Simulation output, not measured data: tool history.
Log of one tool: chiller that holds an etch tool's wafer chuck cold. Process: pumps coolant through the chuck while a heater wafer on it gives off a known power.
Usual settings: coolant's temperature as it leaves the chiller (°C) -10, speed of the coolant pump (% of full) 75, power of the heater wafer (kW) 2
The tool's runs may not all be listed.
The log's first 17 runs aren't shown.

run   hour  coolant's temperature as it leaves the chiller (°C)  speed of the coolant pump (% of full)  power of the heater wafer (kW)  hours since the coolant was changed and the channels were flushed  hours since the pump was overhauled  hours since the chiller's thermometer was calibrated  chuck's temperature once it has settled (°C)  how much warmer the coolant comes back (C)
 18  390.9                                                  -10                                     69                           1.811                                                               4158                                 1585                                                  1585                                             8                                        9.42
 19  411.9                                                  -11                                     99                           1.709                                                               4179                                 1606                                                  1606                                           2.5                                        6.13
 20  432.2                                                   -6                                     75                               2                                                               4199                                 1626                                                  1626                                          12.7                                        9.57
 21  453.3                                                   -6                                     75                           1.342                                                               4220                                 1647                                                  1647                                           6.6                                        6.49
 22  475.8                                                   -2                                     75                           2.045                                                               4243                                 1670                                                  1670                                          17.2                                        9.64
 23  503.9                                                   -4                                     95                               2                                                               4271                                 1698                                                  1698                                          11.9                                        7.57
 24  522.9                                                  -14                                     75                            2.18                                                               4290                                 1717                                                  1717                                           6.4                                       10.37
 25  553.3                                                   -9                                     75                           2.044                                                               4320                                 1747                                                  1747                                          10.1                                        9.74
 26  572.1                                                   -9                                     75                           2.044                                                               4339                                 1766                                                  1766                                            10                                        9.83
 27  596.4                                                  -18                                     75                            1.94                                                               4363                                 1790                                                  1790                                           0.2                                        9.35
 28  620.8                                                   -4                                     62                           2.202                                                               4387                                 1815                                                  1815                                          19.6                                       12.78
 29  636.4                                                   -8                                     89                            1.99                                                               4403                                 1830                                                  1830                                           8.5                                        8.08
 30  666.3                                                  -10                                     66                           1.079                                                               4433                                 1860                                                  1860                                             1                                        6.14
 31    682                                                  -10                                     66                           1.079                                                               4449                                 1876                                                  1876                                             1                                        6.11

Forecast each of these 3 alternatives for the next run:
  A  711.3                                                  -10                                     64                           1.279                                                               4478                                 1905                                                  1905                                             ?                                           ?
  B  711.3                                                  -16                                     63                           1.079                                                               4478                                 1905                                                  1905                                             ?                                           ?
  C  711.3                                                  -14                                     75                           2.294                                                               4478                                 1905                                                  1905                                             ?                                           ?

run  chuck's temperature once it has settled (°C)  how much warmer the coolant comes back (C)
  A                                           3.3                                        7.47
  B                                          -4.5                                        6.41
  C                                           7.5                                       11.05
Without the tool's hidden state the same runs would have given:
run  chuck's temperature once it has settled (°C)  how much warmer the coolant comes back (C)
  A                                           3.3                                        7.06
  B                                          -4.5                                        6.01
  C                                           7.5                                       10.64
